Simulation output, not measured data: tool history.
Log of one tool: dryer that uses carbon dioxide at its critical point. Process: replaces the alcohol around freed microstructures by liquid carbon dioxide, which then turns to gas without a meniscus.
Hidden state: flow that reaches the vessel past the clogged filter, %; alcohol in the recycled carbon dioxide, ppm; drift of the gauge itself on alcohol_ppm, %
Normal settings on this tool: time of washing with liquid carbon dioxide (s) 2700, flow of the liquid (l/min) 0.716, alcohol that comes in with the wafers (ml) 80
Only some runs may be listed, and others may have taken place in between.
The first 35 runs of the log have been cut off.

run,hour,time of washing with liquid carbon dioxide (s),flow of the liquid (l/min),alcohol that comes in with the wafers (ml),hours of work since the filter was changed,hours of work since the purifier's bed was changed,alcohol left in the vessel before it's heated (ppm by volume)
36,442.6,3540,1.020,80,344,247,47
37,451.7,2700,0.563,74,348,251,143
38,461.7,3360,1.213,115,352,256,43
39,471.6,1620,0.806,48,357,260,176
40,482.0,1620,0.661,48,361,265,345
41,491.9,1740,0.661,48,366,269,261
42,503.7,1740,0.990,48,371,274,80
43,515.9,2880,1.080,82,376,280,45
44,530.8,2880,1.080,24,383,287,45
45,540.5,3480,0.540,24,388,291,52
46,555.3,3480,0.733,63,394,298,55
47,566.8,3480,0.733,63,399,303,59
48,582.7,3480,0.733,63,407,310,53

Below are 3 alternative next runs, each starting from the tool's condition after run 48. Predict each:
A,592.1,3960,0.504,115,411,314,?
B,592.1,2580,0.444,20,411,314,?
C,592.1,3360,0.733,63,411,314,?

run,alcohol left in the vessel before it's heated (ppm by volume)
A,83
B,155
C,57
With no hidden state in the tool, these same runs would have given:
run,alcohol left in the vessel before it's heated (ppm by volume)
A,25
B,89
C,9

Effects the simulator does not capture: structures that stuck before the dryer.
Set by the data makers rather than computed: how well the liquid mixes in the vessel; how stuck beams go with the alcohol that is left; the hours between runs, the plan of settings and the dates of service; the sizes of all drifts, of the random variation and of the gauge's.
